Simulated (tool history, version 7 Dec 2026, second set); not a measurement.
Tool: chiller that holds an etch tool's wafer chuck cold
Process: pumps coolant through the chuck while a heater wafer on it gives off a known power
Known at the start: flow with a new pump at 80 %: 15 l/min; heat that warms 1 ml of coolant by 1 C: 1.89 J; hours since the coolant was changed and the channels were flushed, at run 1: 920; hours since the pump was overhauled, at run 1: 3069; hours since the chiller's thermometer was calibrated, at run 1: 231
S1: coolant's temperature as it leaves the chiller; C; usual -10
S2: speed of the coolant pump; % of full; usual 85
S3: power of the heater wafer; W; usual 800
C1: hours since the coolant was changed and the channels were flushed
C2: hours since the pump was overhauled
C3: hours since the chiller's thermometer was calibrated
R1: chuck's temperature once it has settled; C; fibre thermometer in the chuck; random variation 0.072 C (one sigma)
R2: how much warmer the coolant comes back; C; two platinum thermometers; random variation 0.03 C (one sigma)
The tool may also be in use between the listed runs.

Run 1, hour 0: usual settings; C1 920; C2 3069; C3 231. Result: R1 -5.53 C, R2 1.62 C.
Run 2, hour 44.2: usual settings but S3 1024 W; C1 965; C2 3113; C3 275. Result: R1 -4.15 C, R2 2.02 C.
Run 3, hour 106.5: usual settings but S3 1024 W; C1 1027; C2 3176; C3 337. Result: R1 -4.3 C, R2 2.16 C.
Run 4, hour 138.9: usual settings but S1 -4 C; C1 1059; C2 3208; C3 370. Result: R1 0.45 C, R2 1.63 C.
Run 5, hour 179.4: usual settings but S1 -4 C; C1 1100; C2 3248; C3 410. Result: R1 0.59 C, R2 1.66 C.
Run 6, hour 223.5: usual settings; C1 1144; C2 3293; C3 454. Result: R1 -5.53 C, R2 1.64 C.
Run 7, hour 267.7: usual settings but S2 61 % of full; C1 1188; C2 3337; C3 498. Result: R1 -4.45 C, R2 2.22 C.
Run 8, hour 329.9: usual settings but S2 61 % of full, S3 489 W; C1 1250; C2 3399; C3 561. Result: R1 -6.65 C, R2 1.47 C.
Run 9, hour 374: usual settings; C1 1294; C2 3443; C3 605. Result: R1 -5.47 C, R2 1.68 C.
Run 10, hour 414.1: usual settings; C1 1334; C2 3483; C3 645. Result: R1 -5.53 C, R2 1.75 C.
Run 11, hour 462.6: usual settings but S2 79 % of full; C1 1383; C2 3532; C3 693. Result: R1 -5.41 C, R2 1.85 C.
Run 12, hour 521.8: usual settings but S2 79 % of full; C1 1442; C2 3591; C3 752. Result: R1 -5.32 C, R2 1.91 C.
Run 13, hour 574.2: usual settings; C1 1495; C2 3643; C3 805. Result: R1 -5.6 C, R2 1.78 C.
Run 14, hour 637.1: usual settings; C1 1558; C2 3706; C3 868. Result: R1 -5.42 C, R2 1.82 C.
Run 15, hour 690.6: usual settings; C1 1611; C2 3760; C3 921. Result: R1 -5.55 C, R2 1.88 C.
Run 16, hour 736.3: usual settings; C1 1657; C2 3805; C3 967. Result: R1 -5.57 C, R2 1.82 C.
Run 17, hour 812.3: usual settings; C1 1733; C2 3881; C3 1043. Result: R1 -5.48 C, R2 1.84 C.
Run 18, hour 869.1: usual settings; C1 1790; C2 3938; C3 1100. Result: R1 -5.47 C, R2 1.94 C.
At hour 924.5: gauge calibrated.
Run 19, hour 924.5: usual settings but S1 -3 C, S2 64 % of full, S3 664 W; C1 1845; C2 3994; C3 1155. Result: R1 1.39 C, R2 1.78 C.
Run 20, hour 1000.1: usual settings but S1 -3 C, S2 64 % of full, S3 664 W; C1 1920; C2 4069; C3 1231. Result: R1 1.4 C, R2 1.75 C.
Run 21, hour 1055: usual settings but S1 -12 C, S3 537 W; C1 1975; C2 4124; C3 1286. Result: R1 -8.89 C, R2 1.13 C.
Run 22, hour 1113.2: usual settings but S1 -4 C, S2 66 % of full, S3 917 W; C1 2034; C2 4182; C3 1344. Result: R1 2.12 C, R2 2.43 C.
Run 23, hour 1170.6: usual settings but S1 -8 C, S2 79 % of full, S3 627 W; C1 2091; C2 4240; C3 1401. Result: R1 -4.28 C, R2 1.4 C.
Run 24, hour 1231.8: usual settings but S1 -8 C, S2 79 % of full, S3 627 W; C1 2152; C2 4301; C3 1463. Result: R1 -4.35 C, R2 1.44 C.
Run 25, hour 1305.4: usual settings but S1 -5 C, S3 720 W; C1 2226; C2 4374; C3 1536. Result: R1 -0.9 C, R2 1.57 C.
Run 26, hour 1366.3: usual settings but S1 -18 C, S2 67 % of full, S3 581 W; C1 2287; C2 4435; C3 1597. Result: R1 -14.2 C, R2 1.66 C.
Run 27, hour 1397.5: usual settings but S1 -2 C, S3 418 W; C1 2318; C2 4467; C3 1628. Result: R1 0.31 C, R2 0.97 C.
Run 28, hour 1468.8: usual settings but S1 -12 C, S2 87 % of full, S3 419 W; C1 2389; C2 4538; C3 1699. Result: R1 -9.48 C, R2 1.04 C.
Run 29, hour 1514.4: usual settings but S1 -12 C, S2 87 % of full, S3 419 W; C1 2435; C2 4583; C3 1745. Result: R1 -9.65 C, R2 1.07 C.
Run 30, hour 1553.9: usual settings but S1 -8 C, S2 64 % of full; C1 2474; C2 4623; C3 1785. Result: R1 -2.44 C, R2 2.29 C.

The same runs without the tool's hidden state, with the same run-to-run variation:
The hidden state here: heat passed by the chuck's channels, % of clean ones'; flow at a given pump speed, % of a new pump's; coolant's true temperature over the reading, C; drift of the gauge itself on chuck_c, C; drift of the gauge itself on warmer_back_c, C.
run    R2
  1  1.62
  2     2
  3  2.12
  4  1.58
  5   1.6
  6  1.56
  7  2.12
  8  1.35
  9  1.54
 10  1.61
 11  1.69
 12  1.72
 13  1.58
 14  1.59
 15  1.64
 16  1.56
 17  1.55
 18  1.63
 19  1.78
 20  1.71
 21  1.08
 22  2.36
 23  1.31
 24  1.33
 25  1.43
 26   1.5
 27  0.81
 28  0.85
 29  0.87
 30  2.07
R1: within 0.01 C of the measured result in every run.
